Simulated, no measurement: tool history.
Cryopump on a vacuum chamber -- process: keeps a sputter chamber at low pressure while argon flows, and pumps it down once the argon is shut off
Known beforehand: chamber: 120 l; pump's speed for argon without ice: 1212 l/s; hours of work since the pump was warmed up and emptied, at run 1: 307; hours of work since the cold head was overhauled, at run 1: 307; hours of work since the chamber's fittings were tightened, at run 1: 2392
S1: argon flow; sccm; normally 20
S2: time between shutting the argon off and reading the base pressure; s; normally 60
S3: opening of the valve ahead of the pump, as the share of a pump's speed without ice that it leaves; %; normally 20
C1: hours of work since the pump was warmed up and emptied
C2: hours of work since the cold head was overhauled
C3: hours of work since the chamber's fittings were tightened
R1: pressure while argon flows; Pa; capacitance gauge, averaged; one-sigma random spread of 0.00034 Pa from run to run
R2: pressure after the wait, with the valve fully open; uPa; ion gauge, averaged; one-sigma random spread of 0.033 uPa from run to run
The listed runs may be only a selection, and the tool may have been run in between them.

run,day,S1,S2,S3,C1,C2,C3,R1,R2
1,0.000,20,60,20,307,307,2392,0.1419,2.95
2,0.983,20,60,42,327,327,2412,0.0681,2.95
3,1.617,20,60,42,340,340,2425,0.0686,2.98
4,2.708,20,78,20,362,362,2447,0.1416,2.54
5,3.283,20,78,20,374,374,2458,0.1416,2.59
6,4.004,20,87,20,388,388,2473,0.1419,2.49
7,5.121,20,87,20,411,411,2496,0.1417,2.52
8,6.354,20,87,20,436,436,2521,0.1415,2.56
9,7.162,20,32,20,452,452,2537,0.1421,4.26
10,8.192,20,60,20,473,473,2558,0.1422,3.04
11,9.483,20,60,20,500,500,2584,0.1419,3.04
12,10.458,20,60,20,519,519,2604,0.1420,3.06
13,11.450,20,60,20,540,540,2624,0.1429,3.12
14,12.025,20,60,20,551,551,2636,0.1419,3.03
15,12.917,20,136,22,569,569,2654,0.1299,2.26
16,14.133,19,25,56,594,594,2679,0.0503,5.13
17,15.421,19,25,56,620,620,2705,0.0505,5.12
18,16.433,20,276,30,641,641,2726,0.0961,2.06
19,17.283,8,80,53,658,658,2743,0.0226,2.84
20,18.275,10,60,36,678,678,2763,0.0404,3.17
21,19.038,11,60,36,694,694,2778,0.0448,3.18

Run 22 comes next. What will it give?
22,19.767,17,60,47,708,708,2793,?,?

Run 22 measured R1 0.0534 Pa, R2 3.13 uPa.
Take away the tool's hidden state, keep the run-to-run variation as it was, and the same run would have given R1 0.0501 Pa, R2 1.65 uPa.

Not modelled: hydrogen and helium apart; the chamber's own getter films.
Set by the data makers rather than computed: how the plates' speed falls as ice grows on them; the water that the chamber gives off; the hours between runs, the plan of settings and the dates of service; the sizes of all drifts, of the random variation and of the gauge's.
